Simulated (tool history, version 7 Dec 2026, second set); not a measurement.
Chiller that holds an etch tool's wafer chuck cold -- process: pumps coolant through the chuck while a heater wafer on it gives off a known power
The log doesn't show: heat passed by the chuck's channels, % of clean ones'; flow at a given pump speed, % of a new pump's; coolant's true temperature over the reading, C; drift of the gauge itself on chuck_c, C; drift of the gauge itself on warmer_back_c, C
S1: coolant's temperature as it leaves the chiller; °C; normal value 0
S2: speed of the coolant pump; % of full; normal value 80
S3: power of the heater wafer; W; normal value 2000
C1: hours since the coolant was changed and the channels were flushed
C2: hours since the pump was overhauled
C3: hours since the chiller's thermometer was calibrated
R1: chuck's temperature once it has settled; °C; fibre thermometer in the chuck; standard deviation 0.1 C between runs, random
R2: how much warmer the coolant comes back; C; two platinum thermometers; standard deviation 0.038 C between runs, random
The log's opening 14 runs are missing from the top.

run     day  S1  S2    S3    C1    C2    C3    R1     R2
 15  17.971  -2  66  2000  2492   866  2167  18.7   9.82
 16  19.342  -2  66  1217  2525   899  2200  10.7   6.08
 17  21.092   0  74  2000  2567   941  2241  19.1   8.87
 18  21.925   0  74  2000  2587   961  2261  19.2   8.86
 19  23.112   8  80  2000  2616   990  2290  26.3   8.27
 20  23.942   8  80  2000  2636  1010  2310  26.3   8.36
     24.108  -- chiller's thermometer calibrated
 21  24.846   8  80  2000  2656  1030    18  26.2   8.27
 22  26.167   8  95  1187  2688  1062    49  17.8   4.39
 23  27.888  -7  76  2000  2730  1104    91  11.8   8.86
 24  29.212  -2  82  1756  2761  1135   122  14.0   7.25
 25  30.550  -7  74  2626  2793  1167   155  18.3  11.89
 26  31.375  -7  74  2626  2813  1187   174  18.3  11.87
 27  32.100  -7  74  2626  2831  1205   192  18.1  11.87
 28  33.175  -7  74  2626  2856  1230   218  18.4  11.89

Estimate the outcome of run 29 from the log above:
 29  34.000  -7  74  2626  2876  1250  237   ?   ?

R1: 18.2 °C
R2: 12.00 C
Were there no unlogged condition in the tool, this run, its random variation unchanged, would have produced R1 18.2 °C, R2 11.38 C.
